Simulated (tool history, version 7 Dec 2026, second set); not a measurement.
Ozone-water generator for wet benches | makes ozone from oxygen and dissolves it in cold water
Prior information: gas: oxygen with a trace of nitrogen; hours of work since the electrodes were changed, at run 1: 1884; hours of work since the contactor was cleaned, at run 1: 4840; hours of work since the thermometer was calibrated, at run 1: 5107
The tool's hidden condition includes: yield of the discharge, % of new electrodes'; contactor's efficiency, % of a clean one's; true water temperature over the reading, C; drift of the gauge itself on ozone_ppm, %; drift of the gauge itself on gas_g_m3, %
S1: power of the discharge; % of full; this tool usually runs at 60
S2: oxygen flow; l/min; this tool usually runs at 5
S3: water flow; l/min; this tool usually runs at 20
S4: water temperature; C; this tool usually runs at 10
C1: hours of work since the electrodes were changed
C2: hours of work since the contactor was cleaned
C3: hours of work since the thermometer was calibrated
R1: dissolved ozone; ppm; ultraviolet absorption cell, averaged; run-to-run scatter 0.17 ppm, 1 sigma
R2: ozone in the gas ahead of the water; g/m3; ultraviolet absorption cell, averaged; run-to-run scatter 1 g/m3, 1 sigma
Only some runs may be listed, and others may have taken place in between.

Run 1, hour 0: usual settings; C1 1884; C2 4840; C3 5107. Result: R1 21.8 ppm, R2 173.8 g/m3.
Run 2, hour 89.7: usual settings; C1 1966; C2 4921; C3 5189. Result: R1 21.9 ppm, R2 172.5 g/m3.
Run 3, hour 132.8: usual settings but S1 41 % of full; C1 2005; C2 4960; C3 5228. Result: R1 16.9 ppm, R2 131.4 g/m3.
Run 4, hour 203.7: usual settings but S1 41 % of full; C1 2070; C2 5025; C3 5292. Result: R1 16.4 ppm, R2 132.8 g/m3.
Run 5, hour 295.6: usual settings but S1 41 % of full; C1 2153; C2 5108; C3 5376. Result: R1 16.7 ppm, R2 132.9 g/m3.
At hour 301.4: water thermometer calibrated.
Run 6, hour 340.4: usual settings but S1 41 % of full; C1 2193; C2 5149; C3 35. Result: R1 16.7 ppm, R2 133.2 g/m3.
Run 7, hour 390.7: usual settings but S1 41 % of full, S3 14 l/min; C1 2239; C2 5194; C3 81. Result: R1 21 ppm, R2 131.9 g/m3.
Run 8, hour 471.9: usual settings but S2 3.76 l/min; C1 2313; C2 5268; C3 155. Result: R1 20.4 ppm, R2 196 g/m3.
Run 9, hour 552.1: usual settings but S2 2.7 l/min; C1 2386; C2 5341; C3 228. Result: R1 17.9 ppm, R2 223.5 g/m3.
Run 10, hour 637.4: usual settings but S2 2.7 l/min; C1 2463; C2 5419; C3 305. Result: R1 18 ppm, R2 220.1 g/m3.
Run 11, hour 728.3: usual settings but S2 2.7 l/min; C1 2546; C2 5501; C3 388. Result: R1 18.2 ppm, R2 220.5 g/m3.
Run 12, hour 779.7: usual settings but S2 3.78 l/min; C1 2593; C2 5548; C3 435. Result: R1 20.2 ppm, R2 194.7 g/m3.
Run 13, hour 832.5: usual settings but S2 3.78 l/min; C1 2641; C2 5596; C3 483. Result: R1 20 ppm, R2 195.3 g/m3.
At hour 907.3: contactor cleaned.
Run 14, hour 907.3: usual settings but S4 17 C; C1 2705; C2 0; C3 547. Result: R1 20.2 ppm, R2 175 g/m3.
Run 15, hour 961.4: usual settings but S4 9 C; C1 2754; C2 49; C3 596. Result: R1 22 ppm, R2 173.5 g/m3.
Run 16, hour 1014.7: usual settings but S2 3.63 l/min, S3 14 l/min, S4 9 C; C1 2803; C2 98; C3 645. Result: R1 26.8 ppm, R2 197.7 g/m3.
Run 17, hour 1057.8: usual settings but S2 3.63 l/min, S3 14 l/min, S4 9 C; C1 2842; C2 137; C3 684. Result: R1 27.1 ppm, R2 197.8 g/m3.
Run 18, hour 1124.5: usual settings but S1 40 % of full, S2 3.17 l/min, S3 12 l/min, S4 7 C; C1 2903; C2 197; C3 745. Result: R1 22.3 ppm, R2 155.7 g/m3.
Run 19, hour 1193.9: usual settings but S2 5.8 l/min; C1 2966; C2 261; C3 808. Result: R1 22.6 ppm, R2 163.9 g/m3.
Run 20, hour 1231.9: usual settings but S3 19 l/min, S4 7 C; C1 3000; C2 295; C3 842. Result: R1 23.4 ppm, R2 173.8 g/m3.
Run 21, hour 1324.3: usual settings but S1 47 % of full, S2 2.95 l/min, S4 13 C; C1 3084; C2 379; C3 926. Result: R1 15.2 ppm, R2 178.5 g/m3.
Run 22, hour 1370.1: usual settings but S1 47 % of full, S2 2.61 l/min, S3 15 l/min, S4 13 C; C1 3126; C2 421; C3 968. Result: R1 18.4 ppm, R2 186.7 g/m3.
Run 23, hour 1421.9: usual settings but S3 23 l/min; C1 3173; C2 468; C3 1015. Result: R1 19.7 ppm, R2 173.7 g/m3.
Run 24, hour 1513.4: usual settings but S1 59 % of full, S2 4.98 l/min; C1 3256; C2 551; C3 1098. Result: R1 22 ppm, R2 173.5 g/m3.
Run 25, hour 1590.5: usual settings but S1 45 % of full, S2 6.26 l/min, S3 19 l/min, S4 8 C; C1 3326; C2 621; C3 1168. Result: R1 19.9 ppm, R2 128.7 g/m3.
Run 26, hour 1631.9: usual settings but S3 25 l/min, S4 7 C; C1 3364; C2 659; C3 1206. Result: R1 19.4 ppm, R2 172.7 g/m3.
Run 27, hour 1707.7: usual settings but S2 3.84 l/min, S3 15 l/min, S4 12 C; C1 3433; C2 728; C3 1275. Result: R1 25 ppm, R2 193 g/m3.

Hidden state at the last listed run before each entry between runs and at the first one after, where it differs:
Runs 5 to 6: water thermometer calibrated (hour 301.4)
  no difference in the tool's unlogged condition between these two runs
Runs 13 to 14: contactor cleaned (hour 907.3)
  contactor's efficiency, % of a clean one's: 99.8 -> 100

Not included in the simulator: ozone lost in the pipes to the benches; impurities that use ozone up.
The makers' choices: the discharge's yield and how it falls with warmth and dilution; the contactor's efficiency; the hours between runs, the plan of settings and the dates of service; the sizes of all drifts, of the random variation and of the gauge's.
